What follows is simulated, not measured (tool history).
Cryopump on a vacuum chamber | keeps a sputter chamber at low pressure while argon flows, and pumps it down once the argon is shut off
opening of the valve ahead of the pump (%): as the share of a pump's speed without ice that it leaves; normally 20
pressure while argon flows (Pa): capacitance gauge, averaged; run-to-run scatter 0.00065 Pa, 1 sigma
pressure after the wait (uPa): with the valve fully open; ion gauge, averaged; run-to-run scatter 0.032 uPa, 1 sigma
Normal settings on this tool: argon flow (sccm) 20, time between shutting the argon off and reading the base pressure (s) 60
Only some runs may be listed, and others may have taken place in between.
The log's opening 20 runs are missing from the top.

run	day	argon flow (sccm)	time between shutting the argon off and reading the base pressure (s)	opening of the valve ahead of the pump (%)	pressure while argon flows (Pa)	pressure after the wait (uPa)
21	64.479	12	20	20	0.0645	4.77
22	66.733	12	20	20	0.0646	4.81
23	70.133	16	168	20	0.0868	0.85
24	72.846	23	186	32	0.0798	0.86
25	76.108	23	239	23	0.1101	0.81
26	78.579	23	239	25	0.1010	0.84
27	81.454	23	239	28	0.0926	0.88
28	83.400	20	97	57	0.0421	1.41
29	86.229	20	60	17	0.1282	2.06

Run 30, settings as shown, results not yet in. Your forecast:
30	90.125	20	126	53	?	?

{"run 30": {"pressure while argon flows (Pa)": 0.0456, "pressure after the wait (uPa)": 1.34}}
With the hidden condition absent and the run-to-run variation left alone, this run would have shown pressure while argon flows (Pa) 0.0395, pressure after the wait (uPa) 0.93.
